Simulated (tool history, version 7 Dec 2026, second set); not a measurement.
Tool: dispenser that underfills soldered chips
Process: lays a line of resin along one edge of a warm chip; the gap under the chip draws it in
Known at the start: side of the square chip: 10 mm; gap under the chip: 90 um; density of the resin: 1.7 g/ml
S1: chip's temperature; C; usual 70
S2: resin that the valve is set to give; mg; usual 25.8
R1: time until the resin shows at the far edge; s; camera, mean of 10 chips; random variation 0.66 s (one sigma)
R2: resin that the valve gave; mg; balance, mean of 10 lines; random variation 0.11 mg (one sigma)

run,hour,S1,S2,R1,R2
1,0,70,25.8,82.3,25.58
2,3.3,70,25.8,104.4,25.55
# hour 5.9: new syringe of resin
3,7.7,70,29.5,64.8,29.27
4,12.3,70,25.8,84.6,25.38
5,14.6,70,32.6,97.9,32.16
# hour 18.1: new syringe of resin
6,20.6,70,25.8,67.9,25.58
7,25.4,70,25.8,91.4,25.56
# hour 30.3: new syringe of resin
8,30.6,70,25.8,60.4,25.53
9,35.1,70,25.8,79.6,25.12
10,39.5,70,25.8,105.6,25.33
# hour 42.6: new syringe of resin
11,44.3,70,31.3,65.1,30.64
12,47.3,70,31.3,78.3,30.68
13,50.6,62,30.7,133.3,30.2
14,54.1,62,30.7,168.2,29.98
# hour 54.8: new syringe of resin
15,59.9,57,30.1,139.4,29.28
16,65,57,30.1,187.2,29.16
# hour 66.8: new syringe of resin
17,68.7,70,25.6,67.4,24.91
18,71.7,79,26.2,56.4,25.4
19,77,55,22.7,213.5,21.97
# hour 78.8: new syringe of resin
20,82.3,70,30.9,73.5,30
21,85.1,70,22.4,90.3,21.63
22,87.7,68,24.7,113.4,23.84

4 ways to go on from here, each from the tool as it stands after run 22. What would each give?
# hour 90.9: new syringe of resin
A,91.1,61,25.8,?,?
# hour 90.9: new syringe of resin
B,91.1,82,27.4,?,?
# hour 90.9: new syringe of resin
C,91.1,70,29,?,?
# hour 90.9: new syringe of resin
D,91.1,68,28.8,?,?

run,R1,R2
A,86.1,24.99
B,37.8,26.27
C,60.2,28.03
D,63.5,28.02
Without the tool's hidden state the same runs would have given:
run,R1,R2
A,85.4,25.89
B,37.6,27.22
C,59.9,29.03
D,63.1,29.02
